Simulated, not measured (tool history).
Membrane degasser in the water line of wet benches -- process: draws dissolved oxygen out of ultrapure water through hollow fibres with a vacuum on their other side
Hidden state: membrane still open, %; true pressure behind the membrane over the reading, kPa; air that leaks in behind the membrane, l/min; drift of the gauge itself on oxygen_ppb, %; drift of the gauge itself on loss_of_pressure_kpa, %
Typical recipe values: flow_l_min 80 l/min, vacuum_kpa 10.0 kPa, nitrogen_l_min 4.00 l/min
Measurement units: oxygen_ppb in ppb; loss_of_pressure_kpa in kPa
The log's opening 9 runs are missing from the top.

run,hour,flow_l_min,vacuum_kpa,nitrogen_l_min,hours since the membrane was changed,hours since the vacuum gauge was calibrated,hours since the vacuum lines were made tight,oxygen_ppb,loss_of_pressure_kpa
10,2193.0,80,10.0,4.00,6546,5739,902,325.0,67.28
11,2457.9,87,10.0,4.00,6810,6004,1167,354.2,73.40
# hour 2607.3: vacuum gauge calibrated
12,2750.3,87,10.0,4.00,7102,143,1459,357.5,73.30
13,3009.7,77,10.0,4.00,7362,402,1719,322.2,65.62
14,3260.5,80,10.0,3.68,7612,653,1969,359.5,68.05
15,3415.8,80,12.7,3.68,7768,808,2125,475.5,67.99
# hour 3558.5: vacuum gauge calibrated, once more
16,3661.5,80,6.8,3.68,8013,103,2370,183.7,68.22
17,3877.0,80,10.0,3.45,8228,318,2585,346.7,68.86
18,4017.4,80,10.0,3.45,8369,459,2726,347.5,68.97
19,4166.0,93,10.0,7.89,8518,608,2875,203.6,79.73
20,4321.3,93,16.4,10.18,8673,763,3030,297.7,80.01
21,4603.0,93,16.4,10.18,8955,1045,3311,297.6,80.74
22,4830.9,49,10.0,3.37,9182,1272,3539,230.1,42.35
23,5080.6,49,10.0,3.37,9432,1522,3789,231.0,42.59
24,5227.8,49,10.0,3.37,9579,1669,3936,230.6,42.72
25,5489.6,124,15.4,6.38,9841,1931,4198,547.8,107.75
26,5630.5,83,10.0,2.61,9982,2072,4339,457.5,72.21
27,5852.0,83,10.0,2.61,10204,2294,4560,459.5,72.74
28,6069.0,82,7.5,4.00,10420,2511,4777,216.4,72.16
29,6250.6,80,18.4,2.80,10602,2692,4959,866.8,70.46
30,6502.7,80,14.4,2.49,10854,2944,5211,727.2,70.45
31,6649.2,80,14.4,2.49,11001,3091,5358,722.0,71.19
32,6823.2,80,14.4,2.49,11175,3265,5532,726.1,71.26

4 ways to go on from here, each from the tool as it stands after run 32. What would each give?
A,7016.7,109,7.4,2.49,11368,3458,5725,?,?
B,7016.7,80,18.4,4.00,11368,3458,5725,?,?
C,7016.7,80,24.1,1.85,11368,3458,5725,?,?
D,7016.7,80,10.0,3.34,11368,3458,5725,?,?

run,oxygen_ppb,loss_of_pressure_kpa
A,407.8,96.68
B,656.7,70.94
C,1542.2,71.15
D,374.9,71.19
With no hidden state in the tool, these same runs would have given:
run,oxygen_ppb,loss_of_pressure_kpa
A,366.4,85.35
B,635.8,62.65
C,1516.3,62.81
D,351.0,62.86

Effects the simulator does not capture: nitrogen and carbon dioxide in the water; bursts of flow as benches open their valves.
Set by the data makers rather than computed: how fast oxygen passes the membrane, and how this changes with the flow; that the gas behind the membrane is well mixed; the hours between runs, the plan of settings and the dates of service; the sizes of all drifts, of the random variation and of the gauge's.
